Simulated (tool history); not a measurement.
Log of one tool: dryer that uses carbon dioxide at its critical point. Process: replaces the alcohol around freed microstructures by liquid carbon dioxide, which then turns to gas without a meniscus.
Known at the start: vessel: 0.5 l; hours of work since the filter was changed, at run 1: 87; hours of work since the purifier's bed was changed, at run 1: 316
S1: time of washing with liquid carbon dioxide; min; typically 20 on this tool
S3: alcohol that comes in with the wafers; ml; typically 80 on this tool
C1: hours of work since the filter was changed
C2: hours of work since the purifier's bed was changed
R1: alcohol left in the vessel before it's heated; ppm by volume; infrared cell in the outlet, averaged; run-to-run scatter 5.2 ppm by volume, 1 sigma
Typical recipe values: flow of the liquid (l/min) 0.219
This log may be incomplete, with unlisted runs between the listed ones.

{"run": 1, "hour": 0.0, "S1": 20, "flow of the liquid (l/min)": 0.219, "S3": 80, "C1": 87, "C2": 316, "R1": 253}
{"run": 2, "hour": 21.0, "S1": 20, "flow of the liquid (l/min)": 0.219, "S3": 80, "C1": 103, "C2": 332, "R1": 256}
{"run": 3, "hour": 49.1, "S1": 20, "flow of the liquid (l/min)": 0.219, "S3": 80, "C1": 125, "C2": 354, "R1": 278}
{"run": 4, "hour": 66.9, "S1": 20, "flow of the liquid (l/min)": 0.219, "S3": 80, "C1": 139, "C2": 367, "R1": 299}
{"run": 5, "hour": 101.3, "S1": 20, "flow of the liquid (l/min)": 0.219, "S3": 80, "C1": 165, "C2": 394, "R1": 326}
{"run": 6, "hour": 135.6, "S1": 20, "flow of the liquid (l/min)": 0.219, "S3": 80, "C1": 192, "C2": 420, "R1": 364}
{"run": 7, "hour": 169.4, "S1": 13, "flow of the liquid (l/min)": 0.219, "S3": 80, "C1": 218, "C2": 447, "R1": 2231}
{"run": 8, "hour": 187.2, "S1": 20, "flow of the liquid (l/min)": 0.245, "S3": 80, "C1": 232, "C2": 460, "R1": 292}
{"run": 9, "hour": 206.8, "S1": 20, "flow of the liquid (l/min)": 0.245, "S3": 80, "C1": 247, "C2": 476, "R1": 302}
{"run": 10, "hour": 236.1, "S1": 20, "flow of the liquid (l/min)": 0.219, "S3": 115, "C1": 270, "C2": 498, "R1": 551}
{"hour": 250.1, "done": "inlet filter changed"}
{"run": 11, "hour": 269.6, "S1": 22, "flow of the liquid (l/min)": 0.219, "S3": 61, "C1": 15, "C2": 523, "R1": 250}
{"run": 12, "hour": 289.1, "S1": 22, "flow of the liquid (l/min)": 0.219, "S3": 61, "C1": 30, "C2": 538, "R1": 255}
{"run": 13, "hour": 324.5, "S1": 22, "flow of the liquid (l/min)": 0.219, "S3": 61, "C1": 58, "C2": 566, "R1": 283}
{"run": 14, "hour": 346.5, "S1": 22, "flow of the liquid (l/min)": 0.17, "S3": 61, "C1": 75, "C2": 583, "R1": 483}
{"run": 15, "hour": 371.8, "S1": 18, "flow of the liquid (l/min)": 0.139, "S3": 46, "C1": 94, "C2": 602, "R1": 1754}
{"run": 16, "hour": 388.9, "S1": 18, "flow of the liquid (l/min)": 0.139, "S3": 48, "C1": 107, "C2": 616, "R1": 1918}
{"hour": 413.9, "done": "purifier's bed changed"}
{"run": 17, "hour": 420.2, "S1": 13, "flow of the liquid (l/min)": 0.219, "S3": 28, "C1": 129, "C2": 5, "R1": 629}
{"run": 18, "hour": 446.9, "S1": 12, "flow of the liquid (l/min)": 0.174, "S3": 42, "C1": 150, "C2": 26, "R1": 3192}
{"run": 19, "hour": 476.8, "S1": 12, "flow of the liquid (l/min)": 0.208, "S3": 70, "C1": 173, "C2": 49, "R1": 2981}
{"run": 20, "hour": 509.5, "S1": 27, "flow of the liquid (l/min)": 0.231, "S3": 57, "C1": 198, "C2": 74, "R1": 47}

Same runs, no hidden state in the tool, same run-to-run variation:
Hidden state present: flow that reaches the vessel past the clogged filter, %; alcohol in the recycled carbon dioxide, ppm; drift of the gauge itself on alcohol_ppm, %.
run=1 R1=93
run=2 R1=91
run=3 R1=90
run=4 R1=97
run=5 R1=98
run=6 R1=101
run=7 R1=1253
run=8 R1=49
run=9 R1=47
run=10 R1=132
run=11 R1=40
run=12 R1=37
run=13 R1=44
run=14 R1=205
run=15 R1=1227
run=16 R1=1315
run=17 R1=453
run=18 R1=2395
run=19 R1=2003
run=20 R1=11

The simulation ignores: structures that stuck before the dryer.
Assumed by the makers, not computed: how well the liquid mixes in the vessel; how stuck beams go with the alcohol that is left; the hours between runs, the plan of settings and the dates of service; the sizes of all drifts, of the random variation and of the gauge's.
